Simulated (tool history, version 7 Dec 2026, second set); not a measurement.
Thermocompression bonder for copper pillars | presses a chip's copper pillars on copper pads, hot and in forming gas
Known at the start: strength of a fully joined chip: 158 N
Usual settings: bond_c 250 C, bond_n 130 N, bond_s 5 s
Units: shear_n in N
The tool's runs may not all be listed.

{"run": 1, "day": 0.0, "bond_c": 250, "bond_n": 130, "bond_s": 5, "shear_n": 101.6}
{"run": 2, "day": 0.804, "bond_c": 269, "bond_n": 130, "bond_s": 5, "shear_n": 119.8}
{"run": 3, "day": 1.758, "bond_c": 244, "bond_n": 130, "bond_s": 5, "shear_n": 94.9}
{"run": 4, "day": 2.212, "bond_c": 250, "bond_n": 130, "bond_s": 5, "shear_n": 100.8}
{"run": 5, "day": 2.896, "bond_c": 250, "bond_n": 181, "bond_s": 5, "shear_n": 117.7}
{"run": 6, "day": 3.683, "bond_c": 270, "bond_n": 181, "bond_s": 9, "shear_n": 145.9}
{"run": 7, "day": 4.504, "bond_c": 265, "bond_n": 137, "bond_s": 9, "shear_n": 132.7}
{"run": 8, "day": 5.112, "bond_c": 265, "bond_n": 137, "bond_s": 9, "shear_n": 132.3}
{"run": 9, "day": 5.892, "bond_c": 265, "bond_n": 137, "bond_s": 8, "shear_n": 130.3}
{"run": 10, "day": 6.371, "bond_c": 272, "bond_n": 120, "bond_s": 6, "shear_n": 122.4}

Forecast each of these 4 alternatives for the next run:
{"run": "A", "day": 7.333, "bond_c": 232, "bond_n": 119, "bond_s": 14, "shear_n": "?"}
{"run": "B", "day": 7.333, "bond_c": 272, "bond_n": 123, "bond_s": 6, "shear_n": "?"}
{"run": "C", "day": 7.333, "bond_c": 272, "bond_n": 120, "bond_s": 13, "shear_n": "?"}
{"run": "D", "day": 7.333, "bond_c": 223, "bond_n": 130, "bond_s": 5, "shear_n": "?"}

run=A shear_n=105.5
run=B shear_n=123.2
run=C shear_n=138.8
run=D shear_n=71.9
Without the tool's hidden state the same runs would have given:
run=A shear_n=103.2
run=B shear_n=122.0
run=C shear_n=138.8
run=D shear_n=69.2

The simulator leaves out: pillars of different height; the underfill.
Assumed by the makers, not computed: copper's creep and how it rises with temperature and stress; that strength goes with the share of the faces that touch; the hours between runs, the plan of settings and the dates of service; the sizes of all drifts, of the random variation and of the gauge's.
